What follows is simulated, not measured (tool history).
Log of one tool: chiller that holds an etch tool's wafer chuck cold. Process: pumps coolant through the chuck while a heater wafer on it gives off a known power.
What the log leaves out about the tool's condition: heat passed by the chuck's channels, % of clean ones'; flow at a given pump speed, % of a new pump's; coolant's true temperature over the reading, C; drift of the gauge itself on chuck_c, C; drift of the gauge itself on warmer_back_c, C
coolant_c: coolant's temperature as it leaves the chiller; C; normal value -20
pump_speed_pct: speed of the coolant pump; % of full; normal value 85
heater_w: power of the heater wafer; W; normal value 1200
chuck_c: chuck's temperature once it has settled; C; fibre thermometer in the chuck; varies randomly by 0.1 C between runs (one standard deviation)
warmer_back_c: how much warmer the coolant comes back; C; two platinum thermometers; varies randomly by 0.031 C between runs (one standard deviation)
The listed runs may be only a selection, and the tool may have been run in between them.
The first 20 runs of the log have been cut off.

run	day	coolant_c	pump_speed_pct	heater_w	hours since the coolant was changed and the channels were flushed	hours since the pump was overhauled	hours since the chiller's thermometer was calibrated	chuck_c	warmer_back_c
# day 45.392: chiller's thermometer calibrated
21	45.633	-26	86	1255	2973	2567	6	-17.9	3.27
22	47.317	-26	86	1255	3014	2608	46	-17.7	3.32
23	50.083	-26	86	1450	3080	2674	113	-16.5	3.81
24	51.796	-26	86	1450	3121	2715	154	-16.5	3.77
25	53.725	-26	86	1450	3167	2761	200	-16.4	3.86
26	56.379	-19	85	890	3231	2825	264	-13	2.35
27	58.262	-20	79	1200	3276	2870	309	-11.5	3.47
28	61.058	-20	97	1200	3343	2937	376	-12.8	2.75
29	64.012	-20	97	1200	3414	3008	447	-12.8	2.72
30	65.858	-20	97	1200	3458	3053	491	-12.7	2.68
31	69.212	-20	97	1200	3539	3133	572	-12.8	2.75
32	71.962	-25	93	687	3605	3199	638	-20.7	1.66

Branching from run 32: 3 alternative next runs. What would each branch give?
A	75.008	-20	85	1487	3678	3272	711	?	?
B	75.008	-20	82	1541	3678	3272	711	?	?
C	75.008	-20	98	1105	3678	3272	711	?	?

run	chuck_c	warmer_back_c
A	-10.2	4.01
B	-9.3	4.3
C	-13.4	2.57
Without the tool's unlogged condition, the same runs would have read:
run	chuck_c	warmer_back_c
A	-11	3.83
B	-10.2	4.1
C	-13.9	2.45
